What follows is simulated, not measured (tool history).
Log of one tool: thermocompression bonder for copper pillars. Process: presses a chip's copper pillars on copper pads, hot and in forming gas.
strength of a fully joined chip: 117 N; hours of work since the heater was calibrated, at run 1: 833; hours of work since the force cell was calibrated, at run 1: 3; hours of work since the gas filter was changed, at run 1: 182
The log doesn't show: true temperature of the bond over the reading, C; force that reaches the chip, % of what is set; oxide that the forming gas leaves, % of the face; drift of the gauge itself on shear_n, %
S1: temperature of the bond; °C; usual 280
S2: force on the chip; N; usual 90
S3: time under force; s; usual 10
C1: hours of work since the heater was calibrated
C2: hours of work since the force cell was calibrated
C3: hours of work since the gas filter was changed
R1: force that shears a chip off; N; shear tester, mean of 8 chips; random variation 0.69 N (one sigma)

run    day   S1   S2  S3   C1  C2   C3    R1
  1  0.000  280   90  10  833   3  182  75.3
  2  0.204  280   90  10  836   6  185  74.5
  3  0.458  280   90  19  840  10  189  87.2
  4  0.762  280   61  19  844  14  193  66.3
  5  1.083  280   91  19  848  19  197  87.8
  6  1.258  265   90  10  851  21  200  61.7
  7  1.458  265   90  10  854  24  203  63.1
  8  1.721  265   90  10  857  28  206  62.9
  9  2.021  265   90  10  861  32  211  63.2
 10  2.204  265   90  10  864  34  213  63.7
 11  2.525  265   90  10  869  39  218  65.1
     2.638  -- heater calibrated with a thermocouple chip
 12  2.788  265   85  10    2  41  220  62.6
 13  3.067  286   91   7    6  45  224  73.8
 14  3.442  286   91   7   11  51  229  74.3
 15  3.758  263   79   6   16  55  234  48.2
 16  4.025  263   79   6   19  59  238  48.3
     4.312  -- heater calibrated with a thermocouple chip, once more
 17  4.396  263   79   6    1  63  242  41.9
 18  4.771  263  128  16    6  68  247  85.1
 19  4.933  293  124   9    9  70  249  91.7

Forecast each of these 3 alternatives for the next run:
  A  5.158  293   68  11  12  73  252   ?
  B  5.158  289   90  10  12  73  252   ?
  C  5.158  264  106   8  12  73  252   ?

run    R1
  A  64.4
  B  75.5
  C  62.2
Without the tool's hidden state the same runs would have given:
run    R1
  A  68.3
  B  79.9
  C  66.0
